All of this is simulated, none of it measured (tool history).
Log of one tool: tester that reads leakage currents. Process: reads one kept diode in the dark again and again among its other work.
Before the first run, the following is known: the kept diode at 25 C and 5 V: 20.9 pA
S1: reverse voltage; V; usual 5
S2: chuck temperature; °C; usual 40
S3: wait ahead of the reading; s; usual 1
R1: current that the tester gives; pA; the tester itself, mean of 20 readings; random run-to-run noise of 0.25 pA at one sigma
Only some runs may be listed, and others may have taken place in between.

run    hour     S1  S2    S3      R1
  1       0      5  40     1   81.79
  2   113.3      5  40     1   82.15
  3   199.8      5  40     1   81.77
  4   310.8      5  40     1   81.77
  5   477.3   3.44  40     1   72.74
  6   603.3   3.44  44     1  101.67
  7   768.6   3.44  44     1  101.72
  8   867.7      5  40     1   81.75
  9  1016.5      5  40     1   81.56
 10  1095.3      5  40     1   82.34
 11    1233      5  40     1    82.3
 12    1414      5  40     1   81.36
 13  1492.2   2.71  40     1   67.61
 14  1649.7   2.71  40     1    67.5
 15  1740.7   2.71  40     1   67.48
 16  1914.1   2.71  40  7.39   66.96
 17  2049.4   2.71  40  7.39   67.26
 18  2235.3   2.71  40  7.39   66.89
 19  2405.7   2.71  40  7.39   66.98
 20  2559.1  18.99  53  1.63  356.11
 21  2705.8   1.65  24  1.53   13.97
 22    2891   2.53  52  4.29  175.74
 23  3007.2   2.11  20  3.35   10.12
 24  3119.3   2.67  40  0.35   68.43
 25  3263.2   1.43  40  8.31   55.37
 26  3414.1   7.23  23  3.91   19.81
 27  3493.1  10.95  23  7.45   22.53
 28  3655.3  10.95  23  7.45   22.28
 29  3847.8   1.33  23  2.74   11.72
 30  3952.3   1.15  25     1    13.6
 31  4116.8   1.15  25     1   13.72
 32  4207.3  10.52  49  1.53  214.62
 33    4330  10.52  49  1.53  214.26
 34  4414.9   5.62  50  0.48  195.66
 35    4512   5.62  50  0.48   193.2
 36  4621.2   5.62  41  2.64   91.33

Taken out of this log: 1 entry between the listed runs. Where each belongs, and how the hidden state differs across it:
From run 18 to run 19: chuck's temperature calibrated (hour 2405.7)
  true chuck temperature over the reading, C: -0.01 -> 0
